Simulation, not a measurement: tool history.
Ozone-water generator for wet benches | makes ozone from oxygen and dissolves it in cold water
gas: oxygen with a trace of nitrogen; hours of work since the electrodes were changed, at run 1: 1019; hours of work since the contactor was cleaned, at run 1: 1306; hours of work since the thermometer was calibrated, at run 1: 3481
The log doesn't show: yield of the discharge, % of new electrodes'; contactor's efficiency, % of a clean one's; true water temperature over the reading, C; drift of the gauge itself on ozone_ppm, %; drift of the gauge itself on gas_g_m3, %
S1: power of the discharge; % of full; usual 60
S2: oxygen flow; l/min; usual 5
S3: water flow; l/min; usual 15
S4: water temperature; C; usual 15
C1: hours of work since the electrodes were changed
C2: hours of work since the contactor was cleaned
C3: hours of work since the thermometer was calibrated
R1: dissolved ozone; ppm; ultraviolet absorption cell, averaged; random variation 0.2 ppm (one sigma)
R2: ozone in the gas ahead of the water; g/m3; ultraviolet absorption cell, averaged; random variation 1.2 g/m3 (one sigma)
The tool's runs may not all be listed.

run	day	S1	S2	S3	S4	C1	C2	C3	R1	R2
1	0	60	5	15	15	1019	1306	3481	29	212.5
2	2.746	60	5	15	15	1078	1365	3540	28.8	214.5
3	6.792	60	5	15	15	1165	1452	3627	29	212.7
4	8.888	60	5	15	11	1210	1497	3672	30.6	211.6
5	11.979	60	5	15	11	1277	1563	3738	30.9	214.7
6	16.283	60	5.5	15	15	1369	1656	3831	28.6	200.6
7	20.154	60	5.5	15	15	1452	1739	3914	28.6	202.6
8	22.942	60	5.5	15	15	1513	1799	3974	28.5	199.2
9	24.929	60	5.5	15	15	1555	1842	4017	28.6	201
10	27.946	60	5	15	17	1620	1907	4082	28.3	211.2
11	30.917	60	5	15	17	1684	1971	4146	28.1	210
12	34.375	60	5	15	15	1759	2045	4220	28.9	214.5
13	37.233	60	5.94	15	15	1820	2107	4282	28.2	190.3
14	41.104	75	5	15	15	1903	2190	4365	35.1	253.8
15	43.304	75	5	15	15	1951	2237	4413	34.9	257.5
# day 45.396: water thermometer calibrated
16	47.308	75	5	15	15	2037	2323	41	34.9	254.8
17	50.367	75	5	15	15	2102	2389	107	34.5	258.4
18	52.221	75	5	15	15	2142	2429	147	35	257.4
19	55.104	75	5	15	15	2204	2491	209	35	256.9
20	58.054	75	5	15	22	2268	2554	272	31.3	253.5
21	62.296	60	5	12	15	2359	2646	364	34	210.2
22	66.771	60	5	12	15	2455	2742	460	33.8	211.6
23	69.333	60	2.59	15	15	2510	2797	515	29.8	320.7
24	73.704	45	8.12	15	15	2605	2891	609	20.6	120.9
25	78.004	95	3.12	14	22	2697	2984	702	42.6	422.2
26	81.704	42	5	15	23	2777	3063	781	18.5	153.4
27	86.183	42	5	15	23	2873	3160	878	18.3	153.7
28	90.55	42	5	13	23	2967	3254	972	20.4	153.6
29	93	60	5	12	8	3020	3306	1024	37.9	208.1
# day 94.308: contactor cleaned
30	96.404	60	4.27	15	8	3089	45	1094	32.1	229.7
31	100.146	60	4.27	15	8	3170	126	1175	32.2	233
32	102.996	90	3.76	12	7	3231	187	1236	56.2	359.3
33	106.333	60	3.19	15	11	3303	259	1308	31.5	280.7

Measured less the same run without the tool's hidden state. The same run-to-run variation is in both; the gauge's scatter may not be:
run	R2
1	-0.1
2	-0.3
3	-0.4
4	-0.5
5	-0.7
6	-0.9
7	-1
8	-1.2
9	-1.3
10	-1.5
11	-1.6
12	-1.8
13	-1.8
14	-2.7
15	-2.8
16	-3.1
17	-3.3
18	-3.4
19	-3.6
20	-3.8
21	-3.3
22	-3.5
23	-5.6
24	-2.2
25	-8.5
26	-3.1
27	-3.2
28	-3.3
29	-4.8
30	-5.5
31	-5.8
32	-9.4
33	-7.4
R1: within 0.2 ppm of the measured result in every run.

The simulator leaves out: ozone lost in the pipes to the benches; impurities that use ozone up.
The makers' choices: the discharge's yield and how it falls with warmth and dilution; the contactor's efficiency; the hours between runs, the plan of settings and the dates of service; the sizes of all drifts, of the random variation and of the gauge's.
